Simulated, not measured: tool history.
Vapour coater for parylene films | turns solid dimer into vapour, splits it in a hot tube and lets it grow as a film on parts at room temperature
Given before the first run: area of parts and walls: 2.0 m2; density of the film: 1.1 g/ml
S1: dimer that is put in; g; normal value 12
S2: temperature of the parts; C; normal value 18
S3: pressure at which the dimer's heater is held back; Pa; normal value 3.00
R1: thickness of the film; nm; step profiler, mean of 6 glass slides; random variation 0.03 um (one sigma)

run,day,S1,S2,S3,R1
1,0.000,12,18,3.00,2610
2,1.258,12,18,3.00,2580
3,3.771,12,18,3.00,2580
4,4.925,12,18,3.00,2550
5,6.942,5,18,3.00,1040
6,8.321,5,18,3.00,1050
7,10.354,20,18,3.00,4160
8,11.662,20,18,3.00,4080
9,13.879,20,18,3.00,4130
# day 14.346: trap's valve overhauled
10,15.612,12,18,3.00,2890
11,16.717,12,18,3.00,2910
12,17.858,12,20,3.00,2660
13,19.096,12,18,3.00,2870
14,21.142,12,18,3.00,2850
15,23.121,12,18,3.00,2870
16,24.242,12,18,3.00,2830
17,26.342,12,18,3.00,2770
18,27.588,12,18,3.00,2820
19,29.912,12,18,3.00,2830
20,31.867,12,18,6.63,2300
21,33.975,12,18,6.63,2290
22,36.342,12,18,6.63,2260
23,37.929,12,18,6.63,2260
24,39.200,7,18,6.63,1300
25,41.008,12,10,4.99,3270
# day 41.200: table's thermometer calibrated
26,43.346,12,30,4.99,1400
27,44.771,12,25,3.74,1800
28,47.175,12,25,3.74,1760
29,49.550,5,18,10.69,780
30,51.967,5,27,10.69,530
31,53.396,5,27,10.69,530
32,55.708,11,22,3.00,1950
# day 56.979: trap's valve overhauled
33,56.979,11,22,3.00,2250
34,59.533,11,22,3.00,2250
35,61.075,10,20,3.00,2190
36,62.662,10,20,3.00,2140
37,64.788,10,29,6.31,1240
38,66.883,10,29,6.31,1210
39,69.221,6,26,3.60,940
40,71.612,14,14,3.60,3670
41,73.592,22,16,3.60,5310
42,75.350,22,16,3.60,5200

What if the next run were any one of these 4? Each begins from the tool's condition after run 42:
A,77.421,12,23,6.34,?
B,77.421,22,16,10.10,?
C,77.421,17,26,11.81,?
D,77.421,22,20,11.21,?

run,R1
A,1830
B,4000
C,1970
D,3290
With no hidden state in the tool, these same runs would have given:
run,R1
A,1930
B,4220
C,2080
D,3480
